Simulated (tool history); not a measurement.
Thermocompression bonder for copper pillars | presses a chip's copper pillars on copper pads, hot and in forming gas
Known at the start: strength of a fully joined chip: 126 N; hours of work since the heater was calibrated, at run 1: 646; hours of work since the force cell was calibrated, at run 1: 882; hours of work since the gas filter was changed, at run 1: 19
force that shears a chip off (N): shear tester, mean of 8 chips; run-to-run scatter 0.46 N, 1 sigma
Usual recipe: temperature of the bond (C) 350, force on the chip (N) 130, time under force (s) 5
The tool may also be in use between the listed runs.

run,hour,temperature of the bond (C),force on the chip (N),time under force (s),hours of work since the heater was calibrated,hours of work since the force cell was calibrated,hours of work since the gas filter was changed,force that shears a chip off (N)
1,0.0,350,130,5,646,882,19,89.5
2,51.4,350,130,5,686,923,59,89.8
# hour 110.2: forming gas filter changed
3,110.2,350,130,5,733,969,0,89.2
4,182.9,350,130,5,790,1027,58,88.8
5,220.3,350,164,5,820,1056,87,95.9
# hour 247.6: forming gas filter changed
6,280.9,350,164,5,867,1104,26,96.7
7,351.9,350,164,5,924,1160,83,96.0
# hour 384.7: forming gas filter changed
8,403.1,350,164,5,964,1200,15,96.3
9,439.1,350,130,11,992,1229,43,105.8
10,476.3,350,130,11,1022,1258,73,105.4
11,511.0,379,130,11,1049,1286,100,116.7
# hour 521.3: forming gas filter changed
12,563.2,379,130,11,1090,1327,33,117.1
# hour 609.4: heater calibrated with a thermocouple chip
13,621.0,379,130,11,9,1371,77,117.2
# hour 657.5: forming gas filter changed
14,676.8,379,130,11,53,1415,15,116.9
15,730.7,350,130,5,96,1458,58,89.1
# hour 790.1: forming gas filter changed
16,800.2,350,130,3,150,1512,8,78.0
17,838.8,350,130,3,181,1543,39,78.1
18,880.9,350,130,5,214,1576,72,89.7
# hour 923.3: forming gas filter changed
19,942.8,350,130,5,263,1625,15,89.5
20,1014.3,332,182,9,320,1682,72,101.6
# hour 1058.8: forming gas filter changed
21,1085.9,372,109,8,376,1738,21,106.3
22,1130.3,372,109,8,411,1773,57,105.2
23,1185.5,327,130,5,455,1817,100,75.1
# hour 1192.8: forming gas filter changed
24,1220.9,327,130,5,483,1844,22,75.2
25,1268.1,322,78,4,520,1882,60,52.2
# hour 1326.6: forming gas filter changed
26,1326.6,334,159,3,566,1928,0,73.5
27,1374.5,343,102,3,604,1966,38,67.3
28,1410.5,343,102,3,632,1994,66,66.5
29,1449.0,346,151,10,663,2025,97,106.9
# hour 1462.4: forming gas filter changed
# hour 1468.9: force cell calibrated
30,1493.3,346,151,10,696,19,23,105.8
31,1562.2,346,151,10,751,74,78,106.0
# hour 1596.6: forming gas filter changed
32,1637.5,376,151,3,810,133,32,97.1
33,1672.7,348,96,11,838,161,60,96.1
# hour 1731.4: forming gas filter changed
34,1743.0,348,96,11,893,216,9,97.3
35,1779.8,346,96,14,923,246,38,99.7
36,1820.3,350,188,3,955,278,70,88.7
37,1855.0,350,107,5,982,305,98,83.7

What differs in the tool's unlogged condition from the final listed run ahead of each entry between runs to the first listed run following it?
After run 2, before run 3: forming gas filter changed (hour 110.2)
  oxide that the forming gas leaves, % of the face: 0.52 -> 0.5
After run 5, before run 6: forming gas filter changed (hour 247.6)
  oxide that the forming gas leaves, % of the face: 0.53 -> 0.51
After run 7, before run 8: forming gas filter changed (hour 384.7)
  oxide that the forming gas leaves, % of the face: 0.53 -> 0.51
After run 11, before run 12: forming gas filter changed (hour 521.3)
  oxide that the forming gas leaves, % of the face: 0.54 -> 0.51
After run 12, before run 13: heater calibrated with a thermocouple chip (hour 609.4)
  true temperature of the bond over the reading, C: -0.2 -> 0; oxide that the forming gas leaves, % of the face: 0.51 -> 0.53
After run 13, before run 14: forming gas filter changed (hour 657.5)
  oxide that the forming gas leaves, % of the face: 0.53 -> 0.51
After run 15, before run 16: forming gas filter changed (hour 790.1)
  oxide that the forming gas leaves, % of the face: 0.52 -> 0.5
After run 18, before run 19: forming gas filter changed (hour 923.3)
  true temperature of the bond over the reading, C: 0 -> -0.1; oxide that the forming gas leaves, % of the face: 0.53 -> 0.51
After run 20, before run 21: forming gas filter changed (hour 1058.8)
  oxide that the forming gas leaves, % of the face: 0.53 -> 0.51
After run 23, before run 24: forming gas filter changed (hour 1192.8)
  oxide that the forming gas leaves, % of the face: 0.54 -> 0.51
After run 25, before run 26: forming gas filter changed (hour 1326.6)
  oxide that the forming gas leaves, % of the face: 0.52 -> 0.5
After run 29, before run 30: forming gas filter changed (hour 1462.4); force cell calibrated (hour 1468.9)
  force that reaches the chip, % of what is set: 99.9 -> 100; oxide that the forming gas leaves, % of the face: 0.54 -> 0.51
After run 31, before run 32: forming gas filter changed (hour 1596.6)
  oxide that the forming gas leaves, % of the face: 0.53 -> 0.51
After run 33, before run 34: forming gas filter changed (hour 1731.4)
  true temperature of the bond over the reading, C: -0.1 -> -0.2; oxide that the forming gas leaves, % of the face: 0.52 -> 0.5
